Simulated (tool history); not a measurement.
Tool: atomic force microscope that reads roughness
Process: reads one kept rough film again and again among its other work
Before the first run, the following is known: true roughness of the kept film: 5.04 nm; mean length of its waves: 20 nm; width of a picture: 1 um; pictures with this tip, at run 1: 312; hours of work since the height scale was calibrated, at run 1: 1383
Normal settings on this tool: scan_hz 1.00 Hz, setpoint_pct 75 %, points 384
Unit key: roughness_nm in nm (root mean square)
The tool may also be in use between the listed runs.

| run | hour | scan_hz | setpoint_pct | points | pictures with this tip | hours of work since the height scale was calibrated | roughness_nm |
|---|---|---|---|---|---|---|---|
| 1 | 0.0 | 1.00 | 75 | 384 | 312 | 1383 | 2.420 |
|  | 19.2 | new tip fitted |
| 2 | 50.1 | 1.00 | 75 | 384 | 63 | 1420 | 3.248 |
| 3 | 83.7 | 1.00 | 71 | 384 | 131 | 1445 | 3.011 |
| 4 | 139.3 | 1.00 | 75 | 384 | 244 | 1487 | 2.654 |
|  | 192.0 | new tip fitted |
| 5 | 192.0 | 1.00 | 75 | 384 | 0 | 1526 | 3.398 |
| 6 | 228.0 | 1.00 | 75 | 384 | 73 | 1553 | 3.145 |
| 7 | 264.4 | 1.00 | 75 | 384 | 147 | 1580 | 2.882 |
| 8 | 327.8 | 1.00 | 75 | 384 | 275 | 1627 | 2.512 |
|  | 365.1 | new tip fitted |
| 9 | 377.5 | 1.00 | 75 | 440 | 25 | 1664 | 3.361 |
| 10 | 413.3 | 1.00 | 75 | 440 | 97 | 1691 | 3.071 |
| 11 | 466.7 | 1.00 | 75 | 1013 | 206 | 1731 | 2.748 |
| 12 | 534.2 | 1.00 | 75 | 1013 | 343 | 1782 | 2.412 |
|  | 539.6 | new tip fitted |
| 13 | 596.9 | 1.00 | 75 | 1013 | 116 | 1828 | 3.076 |
| 14 | 639.9 | 1.00 | 75 | 1013 | 203 | 1860 | 2.769 |
| 15 | 700.9 | 1.00 | 75 | 1013 | 327 | 1906 | 2.424 |
|  | 713.9 | new tip fitted |
| 16 | 753.0 | 1.00 | 75 | 1013 | 79 | 1945 | 3.172 |
| 17 | 802.8 | 1.00 | 65 | 384 | 180 | 1982 | 2.843 |
| 18 | 877.3 | 1.00 | 65 | 384 | 332 | 2038 | 2.444 |
|  | 886.7 | new tip fitted |
| 19 | 922.3 | 1.00 | 65 | 384 | 73 | 2071 | 3.232 |
| 20 | 995.4 | 1.00 | 65 | 384 | 221 | 2126 | 2.766 |
|  | 1058.8 | new tip fitted |
| 21 | 1058.8 | 1.00 | 65 | 384 | 0 | 2173 | 3.584 |
|  | 1066.9 | height scale calibrated on a step standard |
| 22 | 1094.2 | 1.00 | 75 | 384 | 69 | 20 | 3.178 |
| 23 | 1152.3 | 1.00 | 75 | 384 | 187 | 64 | 2.840 |
| 24 | 1199.4 | 1.00 | 75 | 384 | 283 | 99 | 2.565 |
|  | 1233.1 | new tip fitted |
| 25 | 1236.8 | 1.00 | 75 | 384 | 8 | 127 | 3.514 |
|  | 1274.9 | height scale calibrated on a step standard, once more |
| 26 | 1304.6 | 1.00 | 83 | 494 | 143 | 22 | 2.847 |
| 27 | 1335.7 | 0.86 | 75 | 710 | 206 | 46 | 2.745 |
| 28 | 1368.6 | 1.00 | 72 | 823 | 273 | 70 | 2.550 |
|  | 1407.0 | new tip fitted |
| 29 | 1442.0 | 0.72 | 75 | 820 | 70 | 125 | 3.188 |
| 30 | 1514.9 | 1.69 | 90 | 718 | 218 | 179 | 2.380 |
|  | 1580.4 | new tip fitted |
| 31 | 1580.4 | 1.69 | 85 | 718 | 0 | 228 | 3.230 |
| 32 | 1638.5 | 1.69 | 85 | 718 | 118 | 272 | 2.794 |
| 33 | 1693.0 | 1.69 | 85 | 718 | 228 | 312 | 2.473 |
| 34 | 1747.0 | 0.85 | 81 | 436 | 338 | 353 | 2.396 |
|  | 1754.2 | new tip fitted |
| 35 | 1791.3 | 0.85 | 64 | 436 | 75 | 386 | 3.223 |
| 36 | 1851.8 | 2.17 | 55 | 555 | 198 | 431 | 2.803 |
| 37 | 1911.9 | 1.61 | 67 | 899 | 319 | 476 | 2.440 |
|  | 1933.0 | new tip fitted |
| 38 | 1974.1 | 1.61 | 67 | 899 | 84 | 522 | 3.155 |
| 39 | 2011.6 | 1.61 | 67 | 899 | 160 | 550 | 2.912 |
| 40 | 2076.2 | 2.47 | 60 | 282 | 291 | 599 | 2.461 |
|  | 2109.6 | new tip fitted |
| 41 | 2143.1 | 2.05 | 59 | 384 | 68 | 649 | 3.192 |
| 42 | 2198.0 | 0.65 | 75 | 578 | 180 | 690 | 2.864 |
| 43 | 2262.6 | 0.72 | 74 | 773 | 311 | 738 | 2.518 |
|  | 2283.3 | new tip fitted |
| 44 | 2298.5 | 3.71 | 78 | 384 | 30 | 764 | 2.834 |
| 45 | 2345.3 | 3.71 | 78 | 384 | 125 | 800 | 2.528 |
| 46 | 2419.7 | 0.56 | 74 | 419 | 276 | 855 | 2.612 |

What will run 47 give?
|  | 2457.8 | new tip fitted |
| 47 | 2487.6 | 3.06 | 74 | 419 | 61 | 906 | ? |

Run 47 gave roughness_nm 2.879 nm (root mean square).
Had the tool carried no hidden state, the very same run would have given roughness_nm 3.171 nm (root mean square).
